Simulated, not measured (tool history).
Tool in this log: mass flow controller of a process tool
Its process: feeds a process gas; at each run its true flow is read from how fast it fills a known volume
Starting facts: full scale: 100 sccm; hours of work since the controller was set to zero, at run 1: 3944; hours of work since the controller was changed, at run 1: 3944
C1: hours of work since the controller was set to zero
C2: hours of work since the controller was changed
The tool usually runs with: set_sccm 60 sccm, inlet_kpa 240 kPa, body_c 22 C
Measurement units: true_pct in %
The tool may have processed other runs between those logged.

{"run": 1, "hour": 0.0, "set_sccm": 60, "inlet_kpa": 240, "body_c": 22, "C1": 3944, "C2": 3944, "true_pct": 101.84}
{"run": 2, "hour": 123.8, "set_sccm": 60, "inlet_kpa": 240, "body_c": 22, "C1": 4032, "C2": 4032, "true_pct": 101.84}
{"run": 3, "hour": 272.4, "set_sccm": 60, "inlet_kpa": 240, "body_c": 22, "C1": 4139, "C2": 4139, "true_pct": 101.79}
{"run": 4, "hour": 469.3, "set_sccm": 60, "inlet_kpa": 240, "body_c": 22, "C1": 4280, "C2": 4280, "true_pct": 101.9}
{"run": 5, "hour": 634.2, "set_sccm": 60, "inlet_kpa": 240, "body_c": 22, "C1": 4398, "C2": 4398, "true_pct": 101.95}
{"run": 6, "hour": 779.9, "set_sccm": 60, "inlet_kpa": 240, "body_c": 22, "C1": 4502, "C2": 4502, "true_pct": 102.13}
{"run": 7, "hour": 890.3, "set_sccm": 60, "inlet_kpa": 240, "body_c": 21, "C1": 4581, "C2": 4581, "true_pct": 102.11}
{"run": 8, "hour": 1044.0, "set_sccm": 60, "inlet_kpa": 240, "body_c": 21, "C1": 4691, "C2": 4691, "true_pct": 102.13}
{"run": 9, "hour": 1158.8, "set_sccm": 82, "inlet_kpa": 240, "body_c": 22, "C1": 4773, "C2": 4773, "true_pct": 102.09}
{"run": 10, "hour": 1354.8, "set_sccm": 82, "inlet_kpa": 240, "body_c": 22, "C1": 4914, "C2": 4914, "true_pct": 102.06}
{"run": 11, "hour": 1438.2, "set_sccm": 82, "inlet_kpa": 240, "body_c": 22, "C1": 4973, "C2": 4973, "true_pct": 102.08}
{"hour": 1448.6, "done": "controller's zero set anew"}
{"run": 12, "hour": 1623.6, "set_sccm": 60, "inlet_kpa": 240, "body_c": 22, "C1": 125, "C2": 5106, "true_pct": 102.88}
{"run": 13, "hour": 1770.7, "set_sccm": 60, "inlet_kpa": 240, "body_c": 22, "C1": 231, "C2": 5211, "true_pct": 102.99}
{"run": 14, "hour": 1922.6, "set_sccm": 60, "inlet_kpa": 270, "body_c": 22, "C1": 339, "C2": 5320, "true_pct": 102.88}
{"run": 15, "hour": 2106.4, "set_sccm": 14, "inlet_kpa": 273, "body_c": 37, "C1": 471, "C2": 5451, "true_pct": 108.33}
{"run": 16, "hour": 2249.6, "set_sccm": 14, "inlet_kpa": 273, "body_c": 37, "C1": 573, "C2": 5554, "true_pct": 108.51}
{"run": 17, "hour": 2344.1, "set_sccm": 26, "inlet_kpa": 152, "body_c": 22, "C1": 641, "C2": 5621, "true_pct": 105.48}
{"hour": 2485.3, "done": "controller's zero set anew, once more"}
{"run": 18, "hour": 2517.5, "set_sccm": 26, "inlet_kpa": 152, "body_c": 22, "C1": 23, "C2": 5745, "true_pct": 102.07}
{"run": 19, "hour": 2709.6, "set_sccm": 26, "inlet_kpa": 152, "body_c": 22, "C1": 161, "C2": 5883, "true_pct": 102.13}
{"run": 20, "hour": 2820.1, "set_sccm": 99, "inlet_kpa": 158, "body_c": 21, "C1": 240, "C2": 5962, "true_pct": 102.15}
{"run": 21, "hour": 2916.8, "set_sccm": 32, "inlet_kpa": 269, "body_c": 32, "C1": 309, "C2": 6031, "true_pct": 102.02}
{"run": 22, "hour": 3095.6, "set_sccm": 11, "inlet_kpa": 219, "body_c": 26, "C1": 437, "C2": 6159, "true_pct": 102.36}
{"run": 23, "hour": 3270.0, "set_sccm": 60, "inlet_kpa": 265, "body_c": 21, "C1": 562, "C2": 6284, "true_pct": 101.89}
{"run": 24, "hour": 3353.9, "set_sccm": 15, "inlet_kpa": 278, "body_c": 30, "C1": 622, "C2": 6344, "true_pct": 102.41}
{"run": 25, "hour": 3500.3, "set_sccm": 60, "inlet_kpa": 153, "body_c": 27, "C1": 726, "C2": 6449, "true_pct": 102.57}

Difference, measured minus no-hidden-state, one row per run. Run-to-run variation is common to both terms; the gauge's own scatter need not be:
Hidden state at play: flow at rest that the sensor doesn't see, % of full scale; true flow over the shown one, %; drift of the gauge itself on true_pct, %.
run=1 true_pct=+2.18
run=2 true_pct=+2.23
run=3 true_pct=+2.28
run=4 true_pct=+2.37
run=5 true_pct=+2.42
run=6 true_pct=+2.47
run=7 true_pct=+2.51
run=8 true_pct=+2.57
run=9 true_pct=+2.38
run=10 true_pct=+2.45
run=11 true_pct=+2.48
run=12 true_pct=+3.36
run=13 true_pct=+3.41
run=14 true_pct=+3.48
run=15 true_pct=+8.60
run=16 true_pct=+8.70
run=17 true_pct=+5.68
run=18 true_pct=+2.15
run=19 true_pct=+2.26
run=20 true_pct=+2.21
run=21 true_pct=+2.34
run=22 true_pct=+2.77
run=23 true_pct=+2.41
run=24 true_pct=+2.82
run=25 true_pct=+2.49

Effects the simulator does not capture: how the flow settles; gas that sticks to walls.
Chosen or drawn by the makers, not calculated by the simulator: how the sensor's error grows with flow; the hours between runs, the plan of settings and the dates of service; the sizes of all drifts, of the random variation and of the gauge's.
